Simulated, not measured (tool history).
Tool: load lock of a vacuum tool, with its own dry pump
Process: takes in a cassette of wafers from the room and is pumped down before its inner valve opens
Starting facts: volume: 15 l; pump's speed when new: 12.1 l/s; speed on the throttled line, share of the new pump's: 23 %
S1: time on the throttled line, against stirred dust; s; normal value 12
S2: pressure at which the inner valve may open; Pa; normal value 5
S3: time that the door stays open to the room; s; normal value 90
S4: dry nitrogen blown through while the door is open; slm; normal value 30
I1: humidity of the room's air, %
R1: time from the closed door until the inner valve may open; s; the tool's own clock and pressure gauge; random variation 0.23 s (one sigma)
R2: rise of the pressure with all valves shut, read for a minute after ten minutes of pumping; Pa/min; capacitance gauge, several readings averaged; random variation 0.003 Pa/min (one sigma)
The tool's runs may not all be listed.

| run | day | S1 | S2 | S3 | S4 | I1 | R1 | R2 |
|---|---|---|---|---|---|---|---|---|
| 1 | 0.000 | 12 | 5 | 90 | 30 | 45.5 | 21.2 | 0.050 |
| 2 | 11.996 | 12 | 5 | 90 | 30 | 47.0 | 22.0 | 0.048 |
| 3 | 20.579 | 12 | 5 | 90 | 30 | 44.4 | 22.1 | 0.041 |
| 4 | 27.354 | 12 | 5 | 90 | 30 | 46.2 | 21.6 | 0.041 |
| 5 | 41.700 | 10 | 5 | 90 | 30 | 44.3 | 20.2 | 0.040 |
| 6 | 49.783 | 10 | 7 | 90 | 4 | 44.3 | 19.9 | 0.067 |
| 7 | 58.442 | 24 | 5 | 90 | 30 | 45.9 | 31.3 | 0.037 |
| 8 | 67.283 | 24 | 5 | 90 | 30 | 46.4 | 30.9 | 0.045 |
| 9 | 81.200 | 12 | 8 | 90 | 30 | 44.2 | 21.1 | 0.043 |
| 10 | 95.925 | 12 | 8 | 168 | 30 | 48.8 | 21.0 | 0.068 |

Branching from run 10: 5 alternative next runs. What would each branch give?
| A | 107.233 | 12 | 5 | 49 | 30 | 44.1 | ? | ? |
| B | 107.233 | 11 | 5 | 61 | 9 | 45.8 | ? | ? |
| C | 107.233 | 12 | 7 | 168 | 29 | 44.5 | ? | ? |
| D | 107.233 | 6 | 10 | 90 | 19 | 47.2 | ? | ? |
| E | 107.233 | 7 | 8 | 37 | 30 | 44.8 | ? | ? |

| run | R1 | R2 |
|---|---|---|
| A | 22.4 | 0.035 |
| B | 21.4 | 0.047 |
| C | 21.4 | 0.064 |
| D | 15.8 | 0.049 |
| E | 17.4 | 0.027 |
Take away the tool's hidden state, keep each run's random variation, and the runs would have read:
| run | R1 | R2 |
|---|---|---|
| A | 22.4 | 0.033 |
| B | 21.4 | 0.045 |
| C | 21.4 | 0.063 |
| D | 15.8 | 0.047 |
| E | 17.4 | 0.025 |
